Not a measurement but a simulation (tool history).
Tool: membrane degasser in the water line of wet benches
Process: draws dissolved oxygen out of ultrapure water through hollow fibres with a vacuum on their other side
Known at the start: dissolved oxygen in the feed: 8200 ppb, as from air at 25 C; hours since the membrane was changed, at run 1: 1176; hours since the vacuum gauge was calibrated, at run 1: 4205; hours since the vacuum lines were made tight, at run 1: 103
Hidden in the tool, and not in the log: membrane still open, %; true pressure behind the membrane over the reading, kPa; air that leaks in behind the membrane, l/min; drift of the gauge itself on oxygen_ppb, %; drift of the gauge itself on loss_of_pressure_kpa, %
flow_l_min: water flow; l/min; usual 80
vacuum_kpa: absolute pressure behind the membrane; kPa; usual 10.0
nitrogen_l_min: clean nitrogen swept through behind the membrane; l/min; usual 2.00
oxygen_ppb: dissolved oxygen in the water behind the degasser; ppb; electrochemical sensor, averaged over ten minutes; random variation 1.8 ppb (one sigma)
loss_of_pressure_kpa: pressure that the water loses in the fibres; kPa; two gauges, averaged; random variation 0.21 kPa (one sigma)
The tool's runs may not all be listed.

run	hour	flow_l_min	vacuum_kpa	nitrogen_l_min	hours since the membrane was changed	hours since the vacuum gauge was calibrated	hours since the vacuum lines were made tight	oxygen_ppb	loss_of_pressure_kpa
1	0.0	80	10.0	2.00	1176	4205	103	540.1	51.01
2	31.1	80	10.0	2.00	1207	4236	135	540.5	50.70
3	59.7	80	10.0	2.00	1236	4265	163	540.9	50.61
4	112.4	72	10.0	2.00	1288	4317	216	493.7	44.97
5	145.2	72	10.0	2.00	1321	4350	249	492.5	45.39
6	184.2	80	8.6	2.00	1360	4389	288	442.1	50.57
7	227.4	80	8.6	2.00	1403	4432	331	438.5	50.58
8	262.8	80	10.0	1.01	1439	4468	366	865.3	50.34
9	314.9	80	10.0	1.01	1491	4520	418	863.5	50.33
10	347.6	59	10.0	2.00	1523	4553	451	414.7	37.43
11	371.4	59	10.0	2.00	1547	4576	475	414.7	37.40
12	418.8	59	10.0	2.00	1595	4624	522	414.9	37.37
13	448.3	59	10.0	2.00	1624	4653	552	420.1	37.44
14	487.2	59	10.0	2.00	1663	4692	591	418.4	37.17
15	537.6	59	10.0	2.00	1713	4743	641	418.2	37.12
16	560.6	113	10.0	2.00	1737	4766	664	760.5	71.32
17	599.0	122	19.6	0.88	1775	4804	702	2593.1	76.93
18	632.7	107	9.9	1.34	1809	4838	736	913.6	68.01
19	668.6	58	10.0	2.00	1845	4874	772	412.0	36.79
20	704.3	97	7.4	5.66	1880	4909	808	219.0	61.42
# hour 717.4: gauge calibrated
21	737.9	97	7.4	5.66	1914	4943	841	213.5	61.12
22	784.8	97	7.4	5.66	1961	4990	888	214.5	61.18
23	827.4	55	10.0	0.99	2003	5032	931	665.9	34.96
24	853.1	80	11.9	2.00	2029	5058	957	681.1	50.63
25	905.2	80	11.9	2.00	2081	5110	1009	675.7	50.19
26	954.7	92	6.9	2.00	2131	5160	1058	365.3	58.04
27	1003.9	92	6.9	4.00	2180	5209	1107	228.0	57.87
28	1030.6	80	22.6	5.74	2207	5236	1134	609.8	50.60
29	1064.3	80	16.6	5.74	2240	5269	1168	437.5	50.70
30	1099.7	102	10.0	0.85	2276	5305	1203	1139.6	64.38
31	1132.6	91	10.0	4.70	2309	5338	1236	329.3	57.43

How the hidden state differs across the entries between the runs, from the last listed run before each to the first after it:
Between runs 20 and 21: gauge calibrated (hour 717.4)
  drift of the gauge itself on oxygen_ppb, %: 2.19 -> 0.06
  measured less the result without the state, oxygen_ppb: +4.8 -> +0.3 ppb
